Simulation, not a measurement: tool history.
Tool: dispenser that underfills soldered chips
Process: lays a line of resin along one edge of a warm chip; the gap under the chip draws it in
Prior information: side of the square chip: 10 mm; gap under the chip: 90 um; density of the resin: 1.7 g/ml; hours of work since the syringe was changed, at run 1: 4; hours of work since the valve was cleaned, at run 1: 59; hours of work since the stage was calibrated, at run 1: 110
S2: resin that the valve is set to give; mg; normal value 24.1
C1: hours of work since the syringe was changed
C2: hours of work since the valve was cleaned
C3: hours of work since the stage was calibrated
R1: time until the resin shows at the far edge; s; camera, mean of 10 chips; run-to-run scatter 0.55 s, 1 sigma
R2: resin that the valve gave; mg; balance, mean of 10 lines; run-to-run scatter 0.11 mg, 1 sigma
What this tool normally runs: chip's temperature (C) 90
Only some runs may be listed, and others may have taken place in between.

{"run": 1, "day": 0.0, "chip's temperature (C)": 90, "S2": 24.1, "C1": 4, "C2": 59, "C3": 110, "R1": 57.3, "R2": 22.84}
{"run": 2, "day": 0.121, "chip's temperature (C)": 90, "S2": 24.1, "C1": 6, "C2": 61, "C3": 112, "R1": 61.2, "R2": 22.87}
{"run": 3, "day": 0.242, "chip's temperature (C)": 99, "S2": 24.1, "C1": 8, "C2": 62, "C3": 114, "R1": 43.9, "R2": 22.77}
{"run": 4, "day": 0.379, "chip's temperature (C)": 99, "S2": 24.1, "C1": 10, "C2": 65, "C3": 116, "R1": 48.5, "R2": 22.78}
{"day": 0.408, "done": "new syringe of resin"}
{"run": 5, "day": 0.583, "chip's temperature (C)": 99, "S2": 24.1, "C1": 3, "C2": 67, "C3": 119, "R1": 35.9, "R2": 22.71}
{"run": 6, "day": 0.7, "chip's temperature (C)": 99, "S2": 24.1, "C1": 4, "C2": 69, "C3": 120, "R1": 38.8, "R2": 22.71}
{"run": 7, "day": 0.896, "chip's temperature (C)": 99, "S2": 24.1, "C1": 7, "C2": 72, "C3": 123, "R1": 44, "R2": 22.6}
{"run": 8, "day": 1.058, "chip's temperature (C)": 90, "S2": 24.1, "C1": 10, "C2": 74, "C3": 126, "R1": 75.8, "R2": 22.61}
{"day": 1.088, "done": "new syringe of resin"}
{"run": 9, "day": 1.271, "chip's temperature (C)": 90, "S2": 24.1, "C1": 3, "C2": 77, "C3": 129, "R1": 54.2, "R2": 22.55}
{"run": 10, "day": 1.379, "chip's temperature (C)": 90, "S2": 25.1, "C1": 4, "C2": 79, "C3": 130, "R1": 58.6, "R2": 23.23}
{"run": 11, "day": 1.5, "chip's temperature (C)": 90, "S2": 24.1, "C1": 6, "C2": 81, "C3": 132, "R1": 64.4, "R2": 22.31}
{"run": 12, "day": 1.588, "chip's temperature (C)": 90, "S2": 24.1, "C1": 8, "C2": 82, "C3": 134, "R1": 67.9, "R2": 22.34}
{"day": 1.762, "done": "new syringe of resin"}
{"run": 13, "day": 1.779, "chip's temperature (C)": 91, "S2": 23.2, "C1": 0, "C2": 85, "C3": 136, "R1": 48, "R2": 21.52}
{"run": 14, "day": 1.95, "chip's temperature (C)": 91, "S2": 23.2, "C1": 3, "C2": 87, "C3": 139, "R1": 52.8, "R2": 21.46}
{"run": 15, "day": 2.129, "chip's temperature (C)": 90, "S2": 27, "C1": 5, "C2": 90, "C3": 142, "R1": 61.7, "R2": 24.81}
{"run": 16, "day": 2.321, "chip's temperature (C)": 87, "S2": 21, "C1": 8, "C2": 93, "C3": 144, "R1": 85.3, "R2": 19.37}
{"day": 2.442, "done": "new syringe of resin"}
{"run": 17, "day": 2.512, "chip's temperature (C)": 78, "S2": 23.7, "C1": 1, "C2": 96, "C3": 147, "R1": 98.2, "R2": 21.83}
{"run": 18, "day": 2.704, "chip's temperature (C)": 90, "S2": 24.9, "C1": 4, "C2": 99, "C3": 150, "R1": 60.3, "R2": 22.75}
{"run": 19, "day": 2.829, "chip's temperature (C)": 93, "S2": 24.1, "C1": 6, "C2": 101, "C3": 152, "R1": 56.5, "R2": 22.07}
{"run": 20, "day": 3.029, "chip's temperature (C)": 98, "S2": 29.4, "C1": 9, "C2": 103, "C3": 155, "R1": 49.3, "R2": 26.48}
{"day": 3.125, "done": "new syringe of resin"}
{"run": 21, "day": 3.196, "chip's temperature (C)": 79, "S2": 24.8, "C1": 1, "C2": 106, "C3": 157, "R1": 88.2, "R2": 22.47}

Consider 3 possible next runs. They are alternatives, not a sequence: every one starts from the tool as it was left by run 21. What does each give?
{"run": "A", "day": 3.354, "chip's temperature (C)": 104, "S2": 22, "C1": 3, "C2": 108, "C3": 159, "R1": "?", "R2": "?"}
{"run": "B", "day": 3.354, "chip's temperature (C)": 79, "S2": 31.3, "C1": 3, "C2": 108, "C3": 159, "R1": "?", "R2": "?"}
{"run": "C", "day": 3.354, "chip's temperature (C)": 96, "S2": 23.8, "C1": 3, "C2": 108, "C3": 159, "R1": "?", "R2": "?"}

run=A R1=30.5 R2=19.98
run=B R1=94.1 R2=28.47
run=C R1=42.1 R2=21.47
Take away the tool's hidden state, keep each run's random variation, and the runs would have read:
run=A R1=24.5 R2=22.05
run=B R1=76.7 R2=31.43
run=C R1=34.1 R2=23.69

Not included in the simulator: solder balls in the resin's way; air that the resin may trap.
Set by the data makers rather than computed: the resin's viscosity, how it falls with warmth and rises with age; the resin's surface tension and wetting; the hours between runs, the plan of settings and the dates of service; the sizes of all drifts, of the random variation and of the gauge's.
